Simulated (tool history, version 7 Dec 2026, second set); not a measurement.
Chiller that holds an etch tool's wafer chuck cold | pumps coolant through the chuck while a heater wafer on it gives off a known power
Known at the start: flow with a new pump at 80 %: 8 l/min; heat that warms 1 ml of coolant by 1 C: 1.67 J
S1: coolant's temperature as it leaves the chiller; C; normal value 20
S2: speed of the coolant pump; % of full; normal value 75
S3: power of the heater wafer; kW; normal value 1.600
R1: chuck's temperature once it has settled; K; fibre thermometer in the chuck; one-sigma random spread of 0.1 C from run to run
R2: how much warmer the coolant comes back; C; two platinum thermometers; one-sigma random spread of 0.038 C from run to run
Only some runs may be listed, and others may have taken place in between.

Run 1, hour 0.0: usual settings. Result: R1 309.15 K, R2 7.83 C.
Run 2, hour 21.7: usual settings. Result: R1 309.15 K, R2 7.78 C.
Run 3, hour 54.0: usual settings. Result: R1 309.55 K, R2 7.82 C.
Run 4, hour 70.6: usual settings but S2 83 % of full. Result: R1 308.15 K, R2 7.08 C.
Run 5, hour 92.3: usual settings but S1 12 C. Result: R1 301.35 K, R2 7.75 C.
Run 6, hour 109.8: usual settings but S1 12 C. Result: R1 301.55 K, R2 7.77 C.
Run 7, hour 134.1: usual settings but S1 12 C, S3 1.190 kW. Result: R1 297.15 K, R2 5.77 C.
Run 8, hour 154.9: usual settings. Result: R1 309.25 K, R2 7.77 C.
Run 9, hour 169.1: usual settings. Result: R1 309.35 K, R2 7.79 C.
Run 10, hour 185.1: usual settings but S3 1.678 kW. Result: R1 310.25 K, R2 8.16 C.
Run 11, hour 219.5: usual settings but S3 1.678 kW. Result: R1 310.15 K, R2 8.13 C.

Predict the results of run 12:
Run 12, hour 244.9: usual settings but S1 13 C, S2 97 % of full, S3 1.623 kW. Result: R1 ?, R2 ?.

R1: 299.75 K
R2: 6.23 C
With no hidden state in the tool, this same run would have given R1 299.35 K, R2 6.11 C.
